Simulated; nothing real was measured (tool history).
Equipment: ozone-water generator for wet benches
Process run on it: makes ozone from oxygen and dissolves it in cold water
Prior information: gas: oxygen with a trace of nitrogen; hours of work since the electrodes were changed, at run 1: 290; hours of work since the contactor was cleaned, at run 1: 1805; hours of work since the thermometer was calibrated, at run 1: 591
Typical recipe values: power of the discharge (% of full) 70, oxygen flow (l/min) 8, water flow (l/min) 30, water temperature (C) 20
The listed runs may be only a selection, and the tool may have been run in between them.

run,day,power of the discharge (% of full),oxygen flow (l/min),water flow (l/min),water temperature (C),hours of work since the electrodes were changed,hours of work since the contactor was cleaned,hours of work since the thermometer was calibrated,dissolved ozone (ppm),ozone in the gas ahead of the water (g/m3)
1,0,70,8,30,20,290,1805,591,18.8,205.8
2,2.846,70,8,30,20,343,1858,644,18.7,204.3
3,6.375,70,8,30,20,409,1924,710,18.8,205.3
4,8.446,70,8,30,20,448,1963,749,18.6,204.9
5,11.133,70,8,30,20,498,2013,799,18.7,204.5
6,12.983,70,8,30,20,533,2048,834,18.5,203.9
7,16.279,70,8,30,20,595,2110,896,18.8,205
8,18.554,70,4.69,30,20,637,2152,938,18.8,285
9,22.033,70,4.69,30,20,702,2217,1004,18.9,289.2
# day 22.546: contactor cleaned
10,26.112,70,8,30,20,776,67,1077,18.2,203.7
11,27.85,70,8,21,20,808,99,1109,23.7,203.2
12,30.117,70,8,21,20,851,142,1152,23.7,202.7
13,31.925,70,8,21,20,884,176,1186,23.7,202.4
14,33.596,70,8,30,20,916,207,1217,18.1,202
15,35.433,48,4.74,18,26,950,241,1251,18.9,204.5
16,38.342,64,11.91,29,14,1005,296,1306,17.7,144.6
17,41.088,61,7.04,40,20,1056,347,1357,12.5,193.9
18,44.05,61,7.04,40,20,1111,403,1413,12.3,194.6
# day 45.358: contactor cleaned, once more
19,46.321,67,7.04,29,12,1151,18,1452,21.3,211.1
20,48.254,70,8,47,18,1187,54,1488,13.1,201.5
21,50.546,54,12.91,30,20,1230,97,1531,13.6,117.1
22,54.354,52,8,30,20,1301,168,1602,14.5,156.5
23,58.338,52,8,30,20,1376,243,1677,14.3,152.8
24,62.329,52,8,30,20,1450,318,1752,14.6,152.6
25,64.888,52,8,31,20,1498,366,1799,13.7,156.3
26,67.321,70,8,23,20,1544,411,1845,22.8,200.1
27,69.746,63,8.2,30,28,1589,456,1890,14.9,181.5

Hidden state or all else? Some run-to-run changes of dissolved ozone (ppm), split into what the settings, what came in and random variation would give without the hidden state, and what is left for the hidden state (with any gauge scatter that isn't in both results):
Hidden state present: yield of the discharge, % of new electrodes'; contactor's efficiency, % of a clean one's; true water temperature over the reading, C; drift of the gauge itself on ozone_ppm, %; drift of the gauge itself on gas_g_m3, %.
Run 9 -> 10: oxygen flow (l/min) 4.69 -> 8, contactor cleaned. dissolved ozone (ppm) -0.7: hidden state -0.3, all else -0.4.
Run 16 -> 17: power of the discharge (% of full) 64 -> 61, oxygen flow (l/min) 11.91 -> 7.04, water flow (l/min) 29 -> 40, water temperature (C) 14 -> 20. dissolved ozone (ppm) -5.2: hidden state +0.3, all else -5.5.
Run 18 -> 19: power of the discharge (% of full) 61 -> 67, water flow (l/min) 40 -> 29, water temperature (C) 20 -> 12, contactor cleaned, once more. dissolved ozone (ppm) +9: hidden state +0.3, all else +8.7.
Run 25 -> 26: power of the discharge (% of full) 52 -> 70, water flow (l/min) 31 -> 23. dissolved ozone (ppm) +9.1: hidden state -0.2, all else +9.3.
